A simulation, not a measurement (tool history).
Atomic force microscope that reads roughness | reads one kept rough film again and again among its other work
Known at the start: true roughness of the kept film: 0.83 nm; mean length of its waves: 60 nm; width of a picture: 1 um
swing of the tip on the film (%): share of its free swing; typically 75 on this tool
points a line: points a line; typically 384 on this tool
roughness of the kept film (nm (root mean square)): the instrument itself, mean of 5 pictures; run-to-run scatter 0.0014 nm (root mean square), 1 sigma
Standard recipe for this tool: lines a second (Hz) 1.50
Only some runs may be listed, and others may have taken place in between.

run	day	lines a second (Hz)	swing of the tip on the film (%)	points a line	roughness of the kept film (nm (root mean square))
1	0.000	1.50	75	384	0.785
2	1.504	1.50	75	384	0.782
# day 2.433: new tip fitted
3	2.812	1.50	75	384	0.794
4	4.071	1.50	75	643	0.792
5	5.442	1.50	75	384	0.790
6	6.467	1.50	59	384	0.803
7	7.396	1.50	59	384	0.800
8	8.150	0.62	75	384	0.799
# day 8.258: height scale calibrated on a step standard
# day 8.483: new tip fitted
9	9.162	1.50	81	384	0.785
10	10.638	1.50	81	384	0.784
11	11.812	1.50	81	384	0.778
12	12.825	1.50	64	384	0.801
13	14.392	1.50	64	384	0.800
# day 14.542: new tip fitted
14	15.458	1.50	85	562	0.778
15	16.154	1.50	85	562	0.778
# day 17.362: height scale calibrated on a step standard, once more
16	17.671	0.90	75	314	0.790
17	18.808	1.50	63	469	0.794
18	20.367	0.55	82	384	0.789
# day 20.592: new tip fitted
19	21.562	0.72	70	469	0.804

Had the tool no unlogged condition, and each run kept its random variation, what would the results have been?
Hidden state present: radius of the tip, nm; height scale over the true one, %; drift of the gauge itself on roughness_nm, %.
run	roughness of the kept film (nm (root mean square))
1	0.789
2	0.790
3	0.791
4	0.791
5	0.793
6	0.807
7	0.806
8	0.808
9	0.779
10	0.782
11	0.779
12	0.804
13	0.806
14	0.772
15	0.773
16	0.799
17	0.805
18	0.804
19	0.808
